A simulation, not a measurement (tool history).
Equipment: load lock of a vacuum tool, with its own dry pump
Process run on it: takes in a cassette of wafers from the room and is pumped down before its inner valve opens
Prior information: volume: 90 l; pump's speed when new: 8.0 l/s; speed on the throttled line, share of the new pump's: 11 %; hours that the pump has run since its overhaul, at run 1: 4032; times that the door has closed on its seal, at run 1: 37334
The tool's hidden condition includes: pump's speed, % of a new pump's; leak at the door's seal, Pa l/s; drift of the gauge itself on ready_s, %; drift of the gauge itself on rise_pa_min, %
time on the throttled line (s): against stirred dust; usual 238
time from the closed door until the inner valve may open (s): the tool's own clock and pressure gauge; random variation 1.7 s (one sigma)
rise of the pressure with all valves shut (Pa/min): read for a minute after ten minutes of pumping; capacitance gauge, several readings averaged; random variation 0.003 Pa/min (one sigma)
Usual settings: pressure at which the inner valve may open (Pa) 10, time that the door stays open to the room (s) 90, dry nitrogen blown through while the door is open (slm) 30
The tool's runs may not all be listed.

run,hour,time on the throttled line (s),pressure at which the inner valve may open (Pa),time that the door stays open to the room (s),dry nitrogen blown through while the door is open (slm),hours that the pump has run since its overhaul,times that the door has closed on its seal,"incoming humidity of the room's air, %",time from the closed door until the inner valve may open (s),rise of the pressure with all valves shut (Pa/min)
1,0,238,10,90,30,4032,37334,48.2,313.4,0.027
2,277.9,238,10,90,24,4310,38101,45.6,317.4,0.032
3,610.4,238,10,90,24,4642,39018,47.7,313.7,0.028
4,974.4,238,10,90,10,5006,40022,45.8,314.9,0.039
5,1588.1,344,10,90,30,5620,41714,40.6,412.3,0.02
6,1941.8,344,10,90,30,5973,42690,45,403.7,0.019
7,2619.9,344,10,90,30,6652,44560,46.7,407.2,0.02
8,3093.4,344,10,90,30,7125,45866,45.7,408.8,0.026
9,3519.8,344,10,90,30,7551,47042,42.1,407.2,0.02
10,3949.3,235,10,90,30,7981,48226,42.8,310.4,0.02
11,4459.1,235,10,90,30,8491,49632,43.8,308.4,0.028
12,4996.7,238,10,90,30,9028,51115,43.9,315.7,0.025
13,5464.6,238,17,90,5,9496,52405,44.6,308.2,0.055
14,5809.2,238,17,90,5,9841,53355,44.1,310.1,0.054
15,6174.5,238,17,90,5,10206,54363,45.3,307.6,0.046
16,6778.5,238,10,34,30,10810,56028,47.2,312.9,0.016
17,7451.1,238,10,34,30,11483,57883,44.7,316,0.007
18,7808.9,238,10,34,30,11841,58870,48,313.8,0.017
19,8152.7,238,10,54,13,12184,59818,45.3,316.1,0.029
# hour 8574.1: door's seal changed, seat wiped
20,8803.5,238,8,57,13,12834,633,41.7,319.5,0.022

Run 21 comes next. What will it give?
# hour 9001.6: dry pump taken out, an overhauled one fitted
21,9295.2,441,8,90,30,294,1972,46.1,?,?

time from the closed door until the inner valve may open (s): 499.5
rise of the pressure with all valves shut (Pa/min): 0.019
Had the tool carried no hidden state, the very same run would have given time from the closed door until the inner valve may open (s) 499.5, rise of the pressure with all valves shut (Pa/min) 0.019.

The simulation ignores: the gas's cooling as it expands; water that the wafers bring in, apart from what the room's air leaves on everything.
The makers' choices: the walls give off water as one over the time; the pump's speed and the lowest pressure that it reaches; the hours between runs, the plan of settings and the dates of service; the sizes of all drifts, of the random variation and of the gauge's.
